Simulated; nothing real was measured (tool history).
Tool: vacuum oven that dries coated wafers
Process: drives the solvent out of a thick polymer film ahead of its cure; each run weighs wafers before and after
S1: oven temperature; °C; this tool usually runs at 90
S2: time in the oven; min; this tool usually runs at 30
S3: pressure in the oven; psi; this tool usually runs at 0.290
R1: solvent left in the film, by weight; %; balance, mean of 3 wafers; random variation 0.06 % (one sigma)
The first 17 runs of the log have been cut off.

run    hour  S1  S2     S3     R1
 18  1272.2  90  19  0.290   5.95
 19  1326.9  97  24  0.235   3.26
 20  1383.5  92  17  0.231   5.62
 21  1472.0  85  35  0.290   5.10
 22  1533.0  95  54  0.290   2.55
     1574.0  -- oven's thermocouples calibrated
 23  1630.8  86  26  0.463   6.79
 24  1719.2  80  47  0.157   4.27
 25  1818.1  77  18  0.727  12.20
 26  1871.8  77  18  0.727  12.18
 27  1967.6  92  21  0.225   4.52
 28  2018.6  75  25  0.429  10.13
 29  2071.0  87  46  0.290   4.07
 30  2113.0  90  16  0.757   8.75
 31  2184.5  76  15  0.951  14.31
 32  2246.8  76  15  0.951  14.33
 33  2321.7  76  15  0.951  14.39
 34  2409.1  90  26  0.596   6.74
     2479.2  -- vacuum gauge cleaned of residue and calibrated
 35  2510.6  80  16  0.506   9.49
 36  2562.3  92  34  0.216   2.51

Here are 4 independent what-if runs from the current tool condition. What would each one return?
  A  2629.8   86  30  0.653   ?
  B  2629.8   90  53  0.290   ?
  C  2629.8   90  30  0.580   ?
  D  2629.8  103  30  0.290   ?

run    R1
  A  7.03
  B  2.46
  C  5.43
  D  1.75
Had the tool no hidden state, the same runs would have come out as:
run    R1
  A  6.88
  B  2.39
  C  5.30
  D  1.69
